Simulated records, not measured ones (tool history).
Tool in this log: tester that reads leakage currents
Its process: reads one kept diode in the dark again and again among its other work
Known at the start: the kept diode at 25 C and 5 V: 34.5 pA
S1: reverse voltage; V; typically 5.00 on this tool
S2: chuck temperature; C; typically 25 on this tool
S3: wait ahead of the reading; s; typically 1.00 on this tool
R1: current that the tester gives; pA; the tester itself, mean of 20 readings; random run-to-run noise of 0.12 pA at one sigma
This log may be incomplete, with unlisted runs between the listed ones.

run      day     S1  S2    S3      R1
  1    0.000   5.00  25  1.00   34.61
  2    4.367   5.00  25  1.00   34.25
  3    7.558   5.00  22  1.00   26.32
  4   12.671   5.00  25  1.00   34.31
  5   17.379   5.00  25  1.00   33.88
  6   20.238   5.00  25  0.36   34.96
  7   26.671   5.00  25  0.36   34.85
  8   29.958   5.00  25  0.36   34.77
  9   36.517   5.00  25  0.36   34.78
 10   40.217   5.00  25  0.36   34.52
 11   46.958   5.00  25  0.36   34.64
 12   52.492   5.00  25  0.36   34.50
 13   58.508   5.00  25  0.36   34.05
 14   62.071   5.00  25  0.36   34.13
 15   67.317   5.00  25  0.36   34.19
 16   72.258   5.00  25  0.41   33.79
 17   77.750   5.00  25  0.41   33.57
 18   81.092   5.00  25  0.41   33.43
 19   84.017   5.00  25  0.70   32.96
 20   87.192   5.00  25  1.49   32.27
 21   90.825   5.00  25  1.49   32.35
 22   95.646  19.37  25  1.49   57.32
 23  100.567  19.37  51  1.49  457.56
 24  107.162   3.73  30  1.00   44.11
 25  111.862   6.53  46  9.09  201.98
 26  116.671   1.82  42  0.82   90.52
 27  122.375   2.70  29  0.33   35.59
 28  127.571  14.86  39  1.31  151.13
 29  133.858  11.66  42  2.43  163.88
 30  139.962   8.29  48  3.09  233.12
 31  144.738   2.03  51  0.75  176.56
 32  151.217   2.03  51  0.75  224.58
 33  157.867   9.08  53  6.02  450.30
 34  162.229  15.00  25  0.58   56.12
 35  166.138   4.95  48  4.80  243.30
 36  170.958   5.00  25  1.83   35.17
 37  174.246   5.00  25  1.83   35.11
 38  179.133   2.35  34  0.41   58.14
 39  183.854   6.80  57  0.33  538.59
 40  190.442   8.95  25  0.42   45.64
 41  195.000   1.32  36  4.53   54.68

Taken out of this log: 4 entries between the listed runs. Where each belongs, and how the hidden state differs across it:
From run 24 to run 25: tester calibrated (day 107.762)
  stray current of the dirty probe card, pA a volt: 0.352 -> 0.362; current scale over the true one, %: 0.54 -> 0.02; true chuck temperature over the reading, C: -1.67 -> -1.72
  what was measured, less what the result would be without the hidden state, R1: -5.27 -> -27.32 pA
From run 27 to run 28: probe card cleaned and baked (day 126.750)
  stray current of the dirty probe card, pA a volt: 0.386 -> 0.026; current scale over the true one, %: 0.06 -> 0.07; true chuck temperature over the reading, C: -1.84 -> -1.89
  what was measured, less what the result would be without the hidden state, R1: -4.99 -> -25.45 pA
From run 28 to run 29: chuck's temperature calibrated (day 128.146)
  stray current of the dirty probe card, pA a volt: 0.026 -> 0.039; current scale over the true one, %: 0.07 -> 0.1; true chuck temperature over the reading, C: -1.89 -> -2.82
  what was measured, less what the result would be without the hidden state, R1: -25.45 -> -42.25 pA
From run 31 to run 32: chuck's temperature calibrated, once more (day 146.392)
  stray current of the dirty probe card, pA a volt: 0.061 -> 0.075; current scale over the true one, %: 0.14 -> 0.16; true chuck temperature over the reading, C: -2.94 -> 0.12
  what was measured, less what the result would be without the hidden state, R1: -45.15 -> +2.55 pA

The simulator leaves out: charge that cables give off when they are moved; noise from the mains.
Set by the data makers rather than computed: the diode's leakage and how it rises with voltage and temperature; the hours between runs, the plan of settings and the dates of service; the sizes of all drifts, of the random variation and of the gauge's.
